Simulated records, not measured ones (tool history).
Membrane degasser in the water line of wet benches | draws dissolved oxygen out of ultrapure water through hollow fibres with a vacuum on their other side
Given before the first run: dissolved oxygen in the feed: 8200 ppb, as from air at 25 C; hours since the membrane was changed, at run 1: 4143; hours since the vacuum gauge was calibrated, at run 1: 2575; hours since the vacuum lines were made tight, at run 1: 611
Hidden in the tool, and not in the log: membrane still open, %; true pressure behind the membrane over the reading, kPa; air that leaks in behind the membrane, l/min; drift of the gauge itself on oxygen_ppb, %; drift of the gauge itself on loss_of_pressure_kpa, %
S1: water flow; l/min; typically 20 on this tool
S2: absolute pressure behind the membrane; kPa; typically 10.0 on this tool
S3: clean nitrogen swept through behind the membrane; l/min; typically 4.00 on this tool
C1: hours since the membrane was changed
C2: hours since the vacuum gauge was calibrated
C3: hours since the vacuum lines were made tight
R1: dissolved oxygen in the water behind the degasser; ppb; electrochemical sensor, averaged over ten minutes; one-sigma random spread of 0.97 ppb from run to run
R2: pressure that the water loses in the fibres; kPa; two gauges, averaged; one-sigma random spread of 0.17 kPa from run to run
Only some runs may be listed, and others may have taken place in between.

Run 1, day 0.000: usual settings; C1 4143; C2 2575; C3 611. Result: R1 98.8 ppb, R2 28.11 kPa.
Run 2, day 4.054: usual settings but S2 8.4 kPa; C1 4241; C2 2672; C3 709. Result: R1 80.2 ppb, R2 27.99 kPa.
Run 3, day 10.729: usual settings but S2 8.4 kPa; C1 4401; C2 2832; C3 869. Result: R1 82.5 ppb, R2 28.02 kPa.
Run 4, day 17.379: usual settings; C1 4561; C2 2992; C3 1029. Result: R1 102.3 ppb, R2 28.33 kPa.
Run 5, day 20.796: usual settings; C1 4643; C2 3074; C3 1111. Result: R1 101.0 ppb, R2 28.32 kPa.
Run 6, day 24.246: usual settings but S3 2.72 l/min; C1 4725; C2 3157; C3 1193. Result: R1 141.3 ppb, R2 28.22 kPa.
Run 7, day 27.725: usual settings but S3 2.72 l/min; C1 4809; C2 3240; C3 1277. Result: R1 140.4 ppb, R2 28.36 kPa.
Run 8, day 34.621: usual settings but S2 11.4 kPa; C1 4974; C2 3406; C3 1442. Result: R1 121.6 ppb, R2 28.34 kPa.
Run 9, day 40.354: usual settings but S2 11.4 kPa; C1 5112; C2 3543; C3 1580. Result: R1 119.4 ppb, R2 28.43 kPa.
Run 10, day 45.892: usual settings but S2 11.4 kPa; C1 5245; C2 3676; C3 1713. Result: R1 120.3 ppb, R2 28.59 kPa.
Run 11, day 52.554: usual settings but S3 1.63 l/min; C1 5405; C2 3836; C3 1873. Result: R1 223.6 ppb, R2 28.41 kPa.
Run 12, day 57.162: usual settings but S3 1.63 l/min; C1 5515; C2 3947; C3 1983. Result: R1 217.4 ppb, R2 28.86 kPa.
Run 13, day 62.262: usual settings but S3 1.63 l/min; C1 5638; C2 4069; C3 2106. Result: R1 221.9 ppb, R2 28.47 kPa.
Run 14, day 67.254: usual settings but S2 7.4 kPa; C1 5758; C2 4189; C3 2226. Result: R1 74.1 ppb, R2 28.41 kPa.
Run 15, day 70.512: usual settings but S2 7.4 kPa; C1 5836; C2 4267; C3 2304. Result: R1 75.2 ppb, R2 28.71 kPa.
Run 16, day 74.462: usual settings but S2 7.4 kPa; C1 5931; C2 4362; C3 2399. Result: R1 74.8 ppb, R2 28.66 kPa.
Run 17, day 78.504: usual settings but S2 7.4 kPa; C1 6028; C2 4459; C3 2496. Result: R1 74.6 ppb, R2 29.04 kPa.
Run 18, day 85.333: usual settings but S2 17.4 kPa, S3 6.01 l/min; C1 6191; C2 4623; C3 2659. Result: R1 139.2 ppb, R2 28.81 kPa.
Run 19, day 88.867: usual settings but S1 14 l/min, S2 21.3 kPa, S3 6.83 l/min; C1 6276; C2 4708; C3 2744. Result: R1 101.5 ppb, R2 20.09 kPa.
Run 20, day 95.733: usual settings but S1 16 l/min, S2 6.1 kPa, S3 8.24 l/min; C1 6441; C2 4872; C3 2909. Result: R1 24.4 ppb, R2 23.33 kPa.
Run 21, day 101.300: usual settings but S1 12 l/min, S2 18.8 kPa, S3 3.16 l/min; C1 6575; C2 5006; C3 3043. Result: R1 155.6 ppb, R2 17.70 kPa.
Run 22, day 104.492: usual settings but S1 12 l/min, S2 18.8 kPa, S3 2.13 l/min; C1 6651; C2 5083; C3 3119. Result: R1 227.5 ppb, R2 17.60 kPa.
Run 23, day 109.246: usual settings but S2 14.0 kPa, S3 2.10 l/min; C1 6765; C2 5197; C3 3233. Result: R1 275.0 ppb, R2 29.14 kPa.
Run 24, day 114.900: usual settings but S1 19 l/min, S3 7.83 l/min; C1 6901; C2 5333; C3 3369. Result: R1 60.4 ppb, R2 27.68 kPa.
Run 25, day 121.050: usual settings but S1 16 l/min, S2 12.7 kPa, S3 2.16 l/min; C1 7049; C2 5480; C3 3517. Result: R1 186.8 ppb, R2 23.41 kPa.
Run 26, day 127.842: usual settings but S1 16 l/min, S2 16.6 kPa, S3 2.16 l/min; C1 7212; C2 5643; C3 3680. Result: R1 251.7 ppb, R2 23.34 kPa.
Run 27, day 132.179: usual settings but S2 9.9 kPa, S3 2.54 l/min; C1 7316; C2 5747; C3 3784. Result: R1 158.0 ppb, R2 29.44 kPa.
At day 137.662: vacuum gauge calibrated.
Run 28, day 138.254: usual settings but S1 12 l/min, S2 12.4 kPa, S3 2.54 l/min; C1 7461; C2 14; C3 3929. Result: R1 111.4 ppb, R2 17.52 kPa.

Run 29 has not been measured yet. What should we expect?
Run 29, day 141.783: usual settings but S2 17.6 kPa; C1 7546; C2 99; C3 4014. Result: R1 ?, R2 ?.

{"run 29": {"R1": 197.3, "R2": 29.13}}
With no hidden state in the tool, this same run would have given R1 184.3 ppb, R2 26.24 kPa.
